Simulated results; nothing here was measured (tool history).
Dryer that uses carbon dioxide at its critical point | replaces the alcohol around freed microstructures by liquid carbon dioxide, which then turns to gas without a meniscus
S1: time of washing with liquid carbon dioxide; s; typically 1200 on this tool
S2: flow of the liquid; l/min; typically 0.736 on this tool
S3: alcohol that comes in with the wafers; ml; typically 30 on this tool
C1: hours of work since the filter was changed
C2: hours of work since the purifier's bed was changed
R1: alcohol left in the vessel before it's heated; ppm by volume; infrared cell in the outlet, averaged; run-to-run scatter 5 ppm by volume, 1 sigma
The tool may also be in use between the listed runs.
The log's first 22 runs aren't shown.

run     day    S1     S2   S3   C1   C2    R1
 23  15.688  1440   0.99  102  101  692    81
 24  16.658  1740  0.939   75  119  710    91
 25  17.204   900  0.951   50  129  720   105
 26  18.238  1200  0.841   96  148  739    97
 27  19.271   720  0.468   28  167  758  1234
 28  20.146  1380  0.736   30  183  774    94
 29  20.992   720  0.736   37  198  789   420
 30  21.558   720  0.692   37  209  800   510
 31  22.346   720  0.692   37  223  814   514
 32  23.142   960  0.692   29  237  829   191
 33  23.567  1680  0.736  110  245  836   105
 34  24.304   960    1.1  110  259  850   116
 35  24.729  1200  0.797   52  267  858   118
 36  25.525  1200  0.461   54  281  872   545
 37  26.408  1200  0.461   54  297  888   579
 38  27.142  1200  0.461   54  311  902   582
 39  27.729   900  1.153   54  321  913   125
     28.292  -- inlet filter changed
 40  28.792  1260  0.736   30    9  931   113

Each row is a separate what-if for the run after 40, all from the same tool condition, not one after another. Results?
  A  29.375  1200   0.75  30  20  942   ?
  B  29.375  1260   0.46  30  20  942   ?
  C  29.375   960  0.606  22  20  942   ?
  D  29.375  1320   0.64  30  20  942   ?

run   R1
  A  119
  B  285
  C  226
  D  134
What these runs would have given with no unlogged condition in the tool:
run   R1
  A   14
  B  176
  C  116
  D   30
